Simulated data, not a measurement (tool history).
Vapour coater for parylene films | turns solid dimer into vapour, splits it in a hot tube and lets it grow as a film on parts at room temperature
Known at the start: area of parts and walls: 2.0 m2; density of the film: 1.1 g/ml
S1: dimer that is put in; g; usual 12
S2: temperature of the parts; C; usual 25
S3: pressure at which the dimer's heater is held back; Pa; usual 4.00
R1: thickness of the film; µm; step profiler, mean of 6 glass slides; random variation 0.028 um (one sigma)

run   hour  S1  S2     S3    R1
  1    0.0  12  25   4.00  2.74
  2   12.1  12  25   4.00  2.69
  3   29.0  12  25   4.00  2.76
  4   47.9  12  27   4.00  2.57
  5   66.1  12  27  10.72  2.34
  6   76.1  12  25   4.00  2.65
  7   85.1  12  25   4.00  2.69
  8   97.1  12  25   4.00  2.70
  9  111.0  12  20   4.00  3.17

The next listed run, before its measurement:
 10  121.3  12  27  4.00   ?

{"run 10": {"R1": 2.51}}
Without the tool's hidden state the same run would have given R1 2.62 µm.

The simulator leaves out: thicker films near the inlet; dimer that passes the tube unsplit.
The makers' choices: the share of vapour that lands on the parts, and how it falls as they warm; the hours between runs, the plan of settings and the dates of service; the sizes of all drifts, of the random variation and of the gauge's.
